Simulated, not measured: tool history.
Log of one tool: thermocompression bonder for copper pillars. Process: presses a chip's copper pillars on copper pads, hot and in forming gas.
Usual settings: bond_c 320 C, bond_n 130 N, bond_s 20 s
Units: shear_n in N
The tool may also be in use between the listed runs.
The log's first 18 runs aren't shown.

| run | hour | bond_c | bond_n | bond_s | shear_n |
|---|---|---|---|---|---|
| 19 | 130.0 | 320 | 130 | 43 | 63.8 |
| 20 | 137.9 | 320 | 130 | 20 | 47.2 |
| 21 | 145.1 | 320 | 129 | 18 | 44.3 |
| 22 | 155.6 | 320 | 129 | 18 | 43.9 |
| 23 | 160.8 | 320 | 184 | 14 | 57.1 |
| 24 | 167.3 | 320 | 98 | 20 | 36.1 |
| 25 | 177.1 | 296 | 130 | 19 | 35.5 |
| 26 | 186.8 | 309 | 87 | 20 | 26.8 |
| 27 | 194.4 | 320 | 124 | 20 | 43.6 |
| 28 | 200.5 | 312 | 126 | 51 | 59.2 |
| 29 | 207.5 | 296 | 161 | 38 | 57.4 |
| 30 | 216.9 | 327 | 130 | 20 | 49.6 |
| 31 | 227.5 | 327 | 130 | 20 | 47.5 |
| 32 | 235.5 | 344 | 106 | 20 | 45.0 |
| 33 | 246.3 | 329 | 113 | 29 | 48.3 |
| 34 | 251.7 | 304 | 123 | 50 | 52.7 |
| 35 | 260.0 | 304 | 123 | 50 | 53.4 |
| 36 | 267.1 | 304 | 123 | 50 | 52.8 |
| 37 | 277.3 | 304 | 112 | 38 | 43.7 |
|  | 278.6 | forming gas filter changed |
| 38 | 287.5 | 304 | 112 | 50 | 49.3 |
| 39 | 293.0 | 304 | 112 | 50 | 51.1 |
| 40 | 303.2 | 336 | 168 | 50 | 87.8 |

Forecast each of these 4 alternatives for the next run:
| A | 311.6 | 335 | 188 | 28 | ? |
| B | 311.6 | 336 | 93 | 50 | ? |
| C | 311.6 | 303 | 87 | 34 | ? |
| D | 311.6 | 349 | 136 | 21 | ? |

| run | shear_n |
|---|---|
| A | 80.8 |
| B | 55.0 |
| C | 33.0 |
| D | 63.6 |
Without the tool's hidden state the same runs would have given:
| run | shear_n |
|---|---|
| A | 86.5 |
| B | 60.1 |
| C | 36.9 |
| D | 68.9 |
